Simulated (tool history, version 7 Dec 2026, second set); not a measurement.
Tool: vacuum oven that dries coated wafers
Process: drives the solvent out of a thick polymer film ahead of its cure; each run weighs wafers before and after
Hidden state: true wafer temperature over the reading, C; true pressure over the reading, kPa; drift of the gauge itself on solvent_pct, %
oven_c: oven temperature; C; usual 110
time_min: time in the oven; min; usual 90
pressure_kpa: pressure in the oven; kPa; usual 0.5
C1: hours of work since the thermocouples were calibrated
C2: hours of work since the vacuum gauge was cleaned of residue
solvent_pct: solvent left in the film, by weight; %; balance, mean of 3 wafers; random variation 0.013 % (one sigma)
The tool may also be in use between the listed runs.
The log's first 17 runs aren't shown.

{"run": 18, "hour": 1308.6, "oven_c": 110, "time_min": 90, "pressure_kpa": 0.267, "C1": 154, "C2": 530, "solvent_pct": 4.51}
{"run": 19, "hour": 1354.2, "oven_c": 110, "time_min": 90, "pressure_kpa": 0.267, "C1": 176, "C2": 552, "solvent_pct": 4.52}
{"run": 20, "hour": 1443.1, "oven_c": 110, "time_min": 90, "pressure_kpa": 0.267, "C1": 219, "C2": 595, "solvent_pct": 4.52}
{"run": 21, "hour": 1495.8, "oven_c": 97, "time_min": 118, "pressure_kpa": 0.267, "C1": 244, "C2": 620, "solvent_pct": 6.13}
{"run": 22, "hour": 1580.6, "oven_c": 97, "time_min": 118, "pressure_kpa": 0.267, "C1": 285, "C2": 661, "solvent_pct": 6.13}
{"run": 23, "hour": 1621.4, "oven_c": 110, "time_min": 125, "pressure_kpa": 0.261, "C1": 305, "C2": 680, "solvent_pct": 2.62}
{"run": 24, "hour": 1686.7, "oven_c": 105, "time_min": 64, "pressure_kpa": 1.843, "C1": 336, "C2": 712, "solvent_pct": 8.76}
{"run": 25, "hour": 1748.0, "oven_c": 114, "time_min": 46, "pressure_kpa": 0.5, "C1": 366, "C2": 741, "solvent_pct": 8.03}
{"run": 26, "hour": 1844.1, "oven_c": 102, "time_min": 68, "pressure_kpa": 0.397, "C1": 412, "C2": 788, "solvent_pct": 8.49}
{"run": 27, "hour": 1908.7, "oven_c": 100, "time_min": 90, "pressure_kpa": 0.5, "C1": 443, "C2": 819, "solvent_pct": 7.21}
{"run": 28, "hour": 1980.2, "oven_c": 100, "time_min": 90, "pressure_kpa": 0.5, "C1": 477, "C2": 853, "solvent_pct": 7.19}
{"run": 29, "hour": 2033.3, "oven_c": 121, "time_min": 47, "pressure_kpa": 0.5, "C1": 503, "C2": 879, "solvent_pct": 6.09}
{"run": 30, "hour": 2118.2, "oven_c": 120, "time_min": 106, "pressure_kpa": 0.5, "C1": 544, "C2": 919, "solvent_pct": 1.76}
{"run": 31, "hour": 2186.7, "oven_c": 120, "time_min": 106, "pressure_kpa": 0.5, "C1": 577, "C2": 952, "solvent_pct": 1.74}
{"run": 32, "hour": 2286.8, "oven_c": 103, "time_min": 90, "pressure_kpa": 0.5, "C1": 625, "C2": 1001, "solvent_pct": 6.33}
{"run": 33, "hour": 2344.8, "oven_c": 110, "time_min": 78, "pressure_kpa": 0.5, "C1": 653, "C2": 1028, "solvent_pct": 5.46}
{"run": 34, "hour": 2442.3, "oven_c": 100, "time_min": 90, "pressure_kpa": 0.5, "C1": 700, "C2": 1075, "solvent_pct": 7.17}
{"run": 35, "hour": 2508.6, "oven_c": 96, "time_min": 100, "pressure_kpa": 0.5, "C1": 732, "C2": 1107, "solvent_pct": 7.58}
{"run": 36, "hour": 2565.3, "oven_c": 96, "time_min": 124, "pressure_kpa": 0.5, "C1": 759, "C2": 1134, "solvent_pct": 6.14}
{"hour": 2585.6, "done": "oven's thermocouples calibrated"}
{"run": 37, "hour": 2613.0, "oven_c": 119, "time_min": 124, "pressure_kpa": 0.644, "C1": 13, "C2": 1156, "solvent_pct": 1.44}

4 ways to go on from here, each from the tool as it stands after run 37. What would each give?
{"run": "A", "hour": 2690.2, "oven_c": 110, "time_min": 46, "pressure_kpa": 1.58, "C1": 50, "C2": 1194, "solvent_pct": "?"}
{"run": "B", "hour": 2690.2, "oven_c": 107, "time_min": 124, "pressure_kpa": 0.338, "C1": 50, "C2": 1194, "solvent_pct": "?"}
{"run": "C", "hour": 2690.2, "oven_c": 110, "time_min": 148, "pressure_kpa": 0.265, "C1": 50, "C2": 1194, "solvent_pct": "?"}
{"run": "D", "hour": 2690.2, "oven_c": 98, "time_min": 45, "pressure_kpa": 0.568, "C1": 50, "C2": 1194, "solvent_pct": "?"}

run=A solvent_pct=9.37
run=B solvent_pct=3.34
run=C solvent_pct=1.91
run=D solvent_pct=12.06
Without the tool's hidden state the same runs would have given:
run=A solvent_pct=9.51
run=B solvent_pct=3.42
run=C solvent_pct=1.95
run=D solvent_pct=12.17
